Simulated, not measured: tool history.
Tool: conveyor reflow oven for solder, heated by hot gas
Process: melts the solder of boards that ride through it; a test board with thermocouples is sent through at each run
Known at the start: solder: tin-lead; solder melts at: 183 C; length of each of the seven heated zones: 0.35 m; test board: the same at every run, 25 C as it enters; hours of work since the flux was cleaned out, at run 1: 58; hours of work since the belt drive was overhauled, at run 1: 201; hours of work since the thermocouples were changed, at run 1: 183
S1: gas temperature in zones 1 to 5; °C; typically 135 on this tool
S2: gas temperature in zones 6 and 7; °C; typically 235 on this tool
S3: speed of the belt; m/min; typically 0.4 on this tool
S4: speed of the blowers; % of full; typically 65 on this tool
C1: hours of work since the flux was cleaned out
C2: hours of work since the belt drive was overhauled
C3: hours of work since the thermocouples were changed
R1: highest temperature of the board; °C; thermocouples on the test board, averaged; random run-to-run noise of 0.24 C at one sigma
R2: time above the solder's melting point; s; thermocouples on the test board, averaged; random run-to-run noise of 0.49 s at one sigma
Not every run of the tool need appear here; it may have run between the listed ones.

{"run": 1, "day": 0.0, "S1": 135, "S2": 235, "S3": 0.4, "S4": 65, "C1": 58, "C2": 201, "C3": 183, "R1": 213.5, "R2": 72.8}
{"run": 2, "day": 0.35, "S1": 135, "S2": 235, "S3": 0.4, "S4": 65, "C1": 63, "C2": 207, "C3": 188, "R1": 213.6, "R2": 71.6}
{"run": 3, "day": 0.929, "S1": 135, "S2": 235, "S3": 0.4, "S4": 65, "C1": 72, "C2": 216, "C3": 197, "R1": 213.9, "R2": 70.8}
{"run": 4, "day": 1.462, "S1": 135, "S2": 235, "S3": 0.4, "S4": 65, "C1": 80, "C2": 224, "C3": 206, "R1": 213.4, "R2": 73}
{"run": 5, "day": 2.146, "S1": 135, "S2": 235, "S3": 0.4, "S4": 65, "C1": 91, "C2": 235, "C3": 216, "R1": 213.1, "R2": 71.2}
{"run": 6, "day": 2.842, "S1": 135, "S2": 237, "S3": 0.4, "S4": 65, "C1": 102, "C2": 246, "C3": 227, "R1": 215.3, "R2": 74.1}
{"run": 7, "day": 3.542, "S1": 135, "S2": 235, "S3": 0.4, "S4": 65, "C1": 113, "C2": 257, "C3": 238, "R1": 213.3, "R2": 71.5}
{"run": 8, "day": 4.2, "S1": 135, "S2": 235, "S3": 0.4, "S4": 65, "C1": 123, "C2": 267, "C3": 248, "R1": 213.4, "R2": 72.3}
{"run": 9, "day": 4.808, "S1": 135, "S2": 235, "S3": 0.4, "S4": 65, "C1": 133, "C2": 277, "C3": 258, "R1": 213.3, "R2": 72.1}
{"run": 10, "day": 5.229, "S1": 135, "S2": 235, "S3": 0.4, "S4": 65, "C1": 139, "C2": 283, "C3": 264, "R1": 213.7, "R2": 72}
{"run": 11, "day": 5.558, "S1": 135, "S2": 235, "S3": 0.4, "S4": 65, "C1": 145, "C2": 288, "C3": 270, "R1": 213.4, "R2": 71.3}
{"run": 12, "day": 6.292, "S1": 135, "S2": 235, "S3": 0.4, "S4": 65, "C1": 156, "C2": 300, "C3": 281, "R1": 213.6, "R2": 71.2}
{"day": 6.658, "done": "flux residue cleaned out of gas plates and filters"}
{"run": 13, "day": 7.238, "S1": 123, "S2": 244, "S3": 0.352, "S4": 80, "C1": 9, "C2": 312, "C3": 293, "R1": 227.2, "R2": 93.2}
{"run": 14, "day": 7.896, "S1": 123, "S2": 233, "S3": 0.352, "S4": 80, "C1": 19, "C2": 322, "C3": 303, "R1": 217.6, "R2": 83.1}
{"run": 15, "day": 8.446, "S1": 135, "S2": 248, "S3": 0.392, "S4": 65, "C1": 28, "C2": 330, "C3": 312, "R1": 225, "R2": 86.4}
{"run": 16, "day": 8.762, "S1": 134, "S2": 235, "S3": 0.4, "S4": 57, "C1": 33, "C2": 335, "C3": 316, "R1": 211, "R2": 67.1}
{"run": 17, "day": 9.304, "S1": 135, "S2": 235, "S3": 0.398, "S4": 56, "C1": 41, "C2": 344, "C3": 325, "R1": 211.2, "R2": 68.9}
{"run": 18, "day": 9.621, "S1": 140, "S2": 235, "S3": 0.4, "S4": 61, "C1": 46, "C2": 349, "C3": 330, "R1": 213.5, "R2": 74}
{"run": 19, "day": 9.979, "S1": 135, "S2": 235, "S3": 0.397, "S4": 85, "C1": 52, "C2": 354, "C3": 336, "R1": 218.2, "R2": 78.7}
{"run": 20, "day": 10.429, "S1": 149, "S2": 241, "S3": 0.427, "S4": 68, "C1": 59, "C2": 361, "C3": 343, "R1": 220.1, "R2": 80.2}
{"run": 21, "day": 10.829, "S1": 140, "S2": 244, "S3": 0.47, "S4": 61, "C1": 65, "C2": 368, "C3": 349, "R1": 214.1, "R2": 62.3}
{"run": 22, "day": 11.504, "S1": 131, "S2": 235, "S3": 0.4, "S4": 59, "C1": 76, "C2": 378, "C3": 359, "R1": 210.6, "R2": 65.7}
{"run": 23, "day": 12.192, "S1": 149, "S2": 230, "S3": 0.355, "S4": 64, "C1": 87, "C2": 389, "C3": 370, "R1": 215.3, "R2": 93.3}
{"run": 24, "day": 12.517, "S1": 149, "S2": 230, "S3": 0.355, "S4": 64, "C1": 92, "C2": 394, "C3": 375, "R1": 215.4, "R2": 93.3}

How the hidden state differs across the entries between the runs, from the last listed run before each to the first after it:
In the gap between runs 12 and 13: flux residue cleaned out of gas plates and filters (day 6.658)
  heat that the gas passes to the board, % of a clean oven's: 99.7 -> 100

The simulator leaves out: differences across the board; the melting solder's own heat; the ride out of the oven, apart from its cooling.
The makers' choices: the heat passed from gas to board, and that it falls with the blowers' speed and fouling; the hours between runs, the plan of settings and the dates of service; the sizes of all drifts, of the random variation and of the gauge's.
